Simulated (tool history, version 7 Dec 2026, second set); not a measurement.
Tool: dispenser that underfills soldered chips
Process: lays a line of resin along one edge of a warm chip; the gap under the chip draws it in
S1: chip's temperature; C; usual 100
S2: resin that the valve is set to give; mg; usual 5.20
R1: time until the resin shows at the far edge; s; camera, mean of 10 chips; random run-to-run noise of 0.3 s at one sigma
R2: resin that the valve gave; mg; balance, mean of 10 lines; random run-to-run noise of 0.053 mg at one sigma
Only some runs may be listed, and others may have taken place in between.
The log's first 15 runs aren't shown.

run	hour	S1	S2	R1	R2
# hour 184.4: new syringe of resin
16	197.8	100	4.87	9.8	4.61
# hour 201.5: new syringe of resin
# hour 202.5: dispensing valve cleaned and set on the balance
17	209.4	100	4.87	6.2	4.91
# hour 218.1: new syringe of resin
18	218.1	101	4.87	4.5	4.80
19	227.2	104	5.21	6.5	5.16
# hour 234.6: new syringe of resin
20	239.0	88	4.48	10.2	4.36
21	246.9	100	4.42	9.8	4.35
# hour 250.1: new syringe of resin
22	264.7	101	6.24	9.3	6.13
# hour 266.0: new syringe of resin
23	273.9	101	6.24	6.5	5.97
# hour 282.6: new syringe of resin
24	290.6	103	5.18	5.8	4.88
# hour 298.3: new syringe of resin
25	298.3	100	4.75	4.9	4.53
26	308.2	100	4.75	8.6	4.44
# hour 314.6: new syringe of resin
27	323.5	113	4.79	4.4	4.44
# hour 330.9: new syringe of resin
# hour 339.1: dispensing valve cleaned and set on the balance
28	342.1	107	6.52	6.0	6.51
# hour 347.9: new syringe of resin
29	351.2	110	6.52	3.3	6.51
30	359.9	110	6.52	5.6	6.48
# hour 364.0: new syringe of resin
# hour 370.8: stage's temperature calibrated
31	376.5	110	6.52	5.2	6.42
# hour 381.5: new syringe of resin
32	390.3	112	4.56	4.8	4.44
# hour 397.7: new syringe of resin
33	408.1	112	5.67	4.4	5.40
# hour 413.4: new syringe of resin
34	419.3	113	4.56	3.7	4.34

Consider 4 possible next runs. They are alternatives, not a sequence: every one starts from the tool as it was left by run 34. What does each give?
# hour 429.5: new syringe of resin
A	434.5	98	5.20	?	?
# hour 429.5: new syringe of resin
B	434.5	113	4.70	?	?
# hour 429.5: new syringe of resin
C	434.5	97	4.74	?	?
# hour 429.5: new syringe of resin
D	434.5	103	5.93	?	?

run	R1	R2
A	6.3	4.92
B	3.8	4.45
C	7.1	4.60
D	5.1	5.67
Had the tool no hidden state, the same runs would have come out as:
run	R1	R2
A	4.7	5.17
B	2.8	4.68
C	5.3	4.83
D	3.8	5.96
